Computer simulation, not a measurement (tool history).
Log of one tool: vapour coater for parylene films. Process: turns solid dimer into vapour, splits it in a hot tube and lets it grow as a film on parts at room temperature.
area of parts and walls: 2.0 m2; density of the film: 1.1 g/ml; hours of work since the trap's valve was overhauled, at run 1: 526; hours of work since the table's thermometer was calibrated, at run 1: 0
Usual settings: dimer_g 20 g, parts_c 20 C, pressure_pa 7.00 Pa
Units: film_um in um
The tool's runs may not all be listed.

run	day	dimer_g	parts_c	pressure_pa	hours of work since the trap's valve was overhauled	hours of work since the table's thermometer was calibrated	film_um
1	0.000	20	20	7.00	526	0	4.53
2	1.833	20	20	7.00	564	37	4.50
3	3.275	20	20	7.00	593	67	4.54
4	5.112	20	20	7.00	630	104	4.53
5	6.121	20	20	2.86	651	124	5.12
6	7.008	14	20	7.00	669	143	3.17
# day 7.725: trap's valve overhauled
7	8.133	14	20	7.00	8	162	3.16
8	9.492	14	20	7.00	36	190	3.16
9	10.733	20	20	3.98	61	215	4.91
10	12.358	20	20	7.00	94	248	4.50
11	13.258	11	19	9.81	113	266	2.44
12	14.512	13	19	7.00	138	292	3.00
13	15.788	14	12	7.00	164	318	3.98
14	16.967	14	20	6.63	188	342	3.18
15	18.383	33	19	3.47	217	371	8.43
16	20.221	33	19	3.47	254	408	8.37
17	21.508	10	23	7.00	280	434	2.07
18	23.138	10	26	6.90	313	467	1.88
19	24.417	20	20	7.71	340	493	4.43
20	26.188	20	20	7.71	376	529	4.43

Some steps in film_um between neighbouring runs. How much of each would the tool show without its hidden state too (settings, what came in, random variation), and how much is left for the hidden state, with any gauge scatter that isn't in both results?
The hidden state here: vapour lost through the trap's worn valve, %; true temperature of the parts over the reading, C; drift of the gauge itself on film_um, %.
Run 14 -> 15: dimer_g 14 -> 33, parts_c 20 -> 19, pressure_pa 6.63 -> 3.47. film_um +5.25 um: hidden state -0.07, all else +5.32.
Run 16 -> 17: dimer_g 33 -> 10, parts_c 19 -> 23, pressure_pa 3.47 -> 7.00. film_um -6.30 um: hidden state +0.08, all else -6.38.
